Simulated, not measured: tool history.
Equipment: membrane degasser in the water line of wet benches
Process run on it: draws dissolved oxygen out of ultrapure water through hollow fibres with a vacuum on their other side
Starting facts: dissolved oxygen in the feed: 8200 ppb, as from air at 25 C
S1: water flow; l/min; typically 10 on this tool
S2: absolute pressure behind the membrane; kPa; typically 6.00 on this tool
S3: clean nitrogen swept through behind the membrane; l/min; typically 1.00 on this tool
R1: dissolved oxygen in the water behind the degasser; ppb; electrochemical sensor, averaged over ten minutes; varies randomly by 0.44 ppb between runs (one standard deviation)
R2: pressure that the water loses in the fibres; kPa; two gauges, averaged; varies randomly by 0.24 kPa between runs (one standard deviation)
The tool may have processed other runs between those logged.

run,hour,S1,S2,S3,R1,R2
1,0.0,10,6.00,1.00,76.2,66.59
2,190.0,10,13.00,1.00,236.5,66.09
3,408.6,10,6.00,1.00,76.5,66.42
4,771.2,10,6.00,1.00,76.7,66.87
5,1103.0,10,6.00,1.00,77.6,66.48
6,1385.3,10,6.00,1.00,77.2,67.08
7,1571.3,10,6.00,1.00,78.1,66.86
8,1916.3,10,6.00,1.00,77.9,67.28
9,2284.7,10,6.00,1.00,79.0,67.45
10,2526.5,13,6.00,1.00,104.5,87.74
11,2847.1,13,6.00,1.00,105.6,87.61
12,3156.1,13,6.00,2.79,51.1,87.59
13,3402.6,10,6.00,1.00,79.4,67.62
14,3597.7,10,6.00,1.37,62.6,67.99
15,3773.4,10,6.00,1.37,61.9,67.39
# hour 4049.1: vacuum gauge calibrated
16,4091.5,6,6.00,1.00,45.5,40.53
17,4303.1,6,6.00,1.00,44.8,40.60
18,4604.9,6,10.05,0.73,140.2,41.50
19,4877.7,14,3.96,1.00,46.5,94.94
20,5192.4,14,3.96,1.00,46.7,95.39
21,5451.1,10,5.40,1.70,42.6,68.18
22,5739.2,10,5.40,1.70,43.1,68.07
23,6035.9,10,5.40,1.70,42.9,68.28
24,6192.8,10,5.40,1.70,43.1,68.14
# hour 6446.0: seals of the vacuum lines changed
25,6543.6,10,5.40,0.81,74.2,68.39
26,6720.8,10,5.40,0.81,74.5,68.48
27,6892.8,10,7.43,1.00,111.4,68.28
28,7209.1,15,6.48,0.53,222.8,102.89
29,7456.4,15,6.48,0.53,222.2,102.98
# hour 7559.1: membrane cartridge changed
30,7659.4,15,6.48,0.53,215.5,98.56
31,7845.8,12,9.40,0.53,312.7,78.20
32,8089.6,10,8.97,2.13,75.3,65.62

Some steps in R1 between neighbouring runs. How much of each would the tool show without its hidden state too (settings, what came in, random variation), and how much is left for the hidden state, with any gauge scatter that isn't in both results?
The tool's hidden condition here consists of: membrane still open, %; true pressure behind the membrane over the reading, kPa; air that leaks in behind the membrane, l/min; drift of the gauge itself on oxygen_ppb, %; drift of the gauge itself on loss_of_pressure_kpa, %.
Run 1 -> 2: S2 6.00 -> 13.00. R1 +160.3 ppb: hidden state +0.8, all else +159.5.
Run 2 -> 3: S2 13.00 -> 6.00. R1 -160.0 ppb: hidden state -0.4, all else -159.6.
Run 17 -> 18: S2 6.00 -> 10.05, S3 1.00 -> 0.73. R1 +95.4 ppb: hidden state +3.9, all else +91.5.
Run 27 -> 28: S1 10 -> 15, S2 7.43 -> 6.48, S3 1.00 -> 0.53. R1 +111.4 ppb: hidden state +5.2, all else +106.2.
Run 29 -> 30: membrane cartridge changed. R1 -6.7 ppb: hidden state -6.6, all else -0.1.
Run 31 -> 32: S1 12 -> 10, S2 9.40 -> 8.97, S3 0.53 -> 2.13. R1 -237.4 ppb: hidden state -2.1, all else -235.3.

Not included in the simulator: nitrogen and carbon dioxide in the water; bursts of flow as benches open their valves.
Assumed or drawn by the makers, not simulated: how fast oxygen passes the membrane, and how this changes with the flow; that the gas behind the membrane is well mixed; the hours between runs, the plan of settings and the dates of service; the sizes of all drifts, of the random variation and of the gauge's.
